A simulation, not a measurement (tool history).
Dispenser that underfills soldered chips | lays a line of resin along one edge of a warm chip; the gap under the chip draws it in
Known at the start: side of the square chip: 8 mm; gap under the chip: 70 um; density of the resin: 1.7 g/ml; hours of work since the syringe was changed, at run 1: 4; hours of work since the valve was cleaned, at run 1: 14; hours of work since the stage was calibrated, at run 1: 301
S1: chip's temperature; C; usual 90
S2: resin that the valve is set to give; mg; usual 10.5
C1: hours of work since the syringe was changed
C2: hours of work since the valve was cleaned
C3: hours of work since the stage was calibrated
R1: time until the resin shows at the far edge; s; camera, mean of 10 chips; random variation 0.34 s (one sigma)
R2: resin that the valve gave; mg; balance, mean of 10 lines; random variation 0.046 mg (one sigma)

| run | day | S1 | S2 | C1 | C2 | C3 | R1 | R2 |
|---|---|---|---|---|---|---|---|---|
| 1 | 0 | 90 | 10.5 | 4 | 14 | 301 | 20.4 | 10.42 |
|  | 0.221 | new syringe of resin |
| 2 | 0.221 | 90 | 10.6 | 0 | 18 | 305 | 17.3 | 10.32 |
| 3 | 0.583 | 90 | 10.6 | 7 | 25 | 312 | 22.6 | 10.35 |
|  | 0.688 | new syringe of resin |
| 4 | 0.933 | 90 | 10.6 | 5 | 31 | 318 | 20.7 | 10.39 |
|  | 1.133 | new syringe of resin |
| 5 | 1.283 | 90 | 10.7 | 3 | 37 | 324 | 19.8 | 10.32 |
| 6 | 1.5 | 90 | 10.7 | 7 | 41 | 328 | 22.4 | 10.31 |
|  | 1.608 | new syringe of resin |
| 7 | 1.833 | 90 | 10.7 | 4 | 47 | 334 | 20.5 | 10.28 |
|  | 2.05 | new syringe of resin |
| 8 | 2.225 | 98 | 12.5 | 3 | 54 | 341 | 13.3 | 11.85 |
|  | 2.512 | new syringe of resin |
| 9 | 2.604 | 98 | 12.5 | 2 | 61 | 348 | 12.6 | 11.78 |
|  | 2.85 | dispensing valve cleaned and set on the balance |
| 10 | 2.9 | 98 | 12.5 | 6 | 1 | 352 | 15.1 | 12.36 |
|  | 3.012 | new syringe of resin |
| 11 | 3.267 | 98 | 12.5 | 5 | 7 | 359 | 13.9 | 12.37 |

Hidden state at the last listed run before each entry between runs and at the first one after, where it differs:
Between runs 1 and 2: new syringe of resin (day 0.221)
  resin's viscosity, % of fresh resin's: 118.1 -> 101; dose that the valve gives, % of what is set: 98.64 -> 98.28; true chip temperature over the reading, C: -2.31 -> -2.34
  measured less the result without the state, R1: +5 -> +2 s; R2: -0.15 -> -0.18 mg
Between runs 3 and 4: new syringe of resin (day 0.688)
  resin's viscosity, % of fresh resin's: 129.6 -> 117.4; dose that the valve gives, % of what is set: 97.7 -> 97.08; true chip temperature over the reading, C: -2.39 -> -2.44
  measured less the result without the state, R1: +7.1 -> +5 s; R2: -0.24 -> -0.31 mg
Between runs 4 and 5: new syringe of resin (day 1.133)
  resin's viscosity, % of fresh resin's: 117.4 -> 111.5; dose that the valve gives, % of what is set: 97.08 -> 96.55; true chip temperature over the reading, C: -2.44 -> -2.48
  measured less the result without the state, R1: +5 -> +4.1 s; R2: -0.31 -> -0.37 mg
Between runs 6 and 7: new syringe of resin (day 1.608)
  resin's viscosity, % of fresh resin's: 129.8 -> 115.8; dose that the valve gives, % of what is set: 96.17 -> 95.64; true chip temperature over the reading, C: -2.51 -> -2.55
  measured less the result without the state, R1: +7.2 -> +5 s; R2: -0.41 -> -0.47 mg
Between runs 7 and 8: new syringe of resin (day 2.05)
  resin's viscosity, % of fresh resin's: 115.8 -> 112.2; dose that the valve gives, % of what is set: 95.64 -> 94.98; true chip temperature over the reading, C: -2.55 -> -2.6
  measured less the result without the state, R1: +5 -> +2.8 s; R2: -0.47 -> -0.63 mg
Between runs 8 and 9: new syringe of resin (day 2.512)
  resin's viscosity, % of fresh resin's: 112.2 -> 106.9; dose that the valve gives, % of what is set: 94.98 -> 94.37; true chip temperature over the reading, C: -2.6 -> -2.65
  measured less the result without the state, R1: +2.8 -> +2.2 s; R2: -0.63 -> -0.7 mg
Between runs 9 and 10: dispensing valve cleaned and set on the balance (day 2.85)
  resin's viscosity, % of fresh resin's: 106.9 -> 127.3; dose that the valve gives, % of what is set: 94.37 -> 99.54; true chip temperature over the reading, C: -2.65 -> -2.68
  measured less the result without the state, R1: +2.2 -> +4.6 s; R2: -0.7 -> -0.06 mg
Between runs 10 and 11: new syringe of resin (day 3.012)
  resin's viscosity, % of fresh resin's: 127.3 -> 118.5; dose that the valve gives, % of what is set: 99.54 -> 98.95; true chip temperature over the reading, C: -2.68 -> -2.72
  measured less the result without the state, R1: +4.6 -> +3.5 s; R2: -0.06 -> -0.13 mg

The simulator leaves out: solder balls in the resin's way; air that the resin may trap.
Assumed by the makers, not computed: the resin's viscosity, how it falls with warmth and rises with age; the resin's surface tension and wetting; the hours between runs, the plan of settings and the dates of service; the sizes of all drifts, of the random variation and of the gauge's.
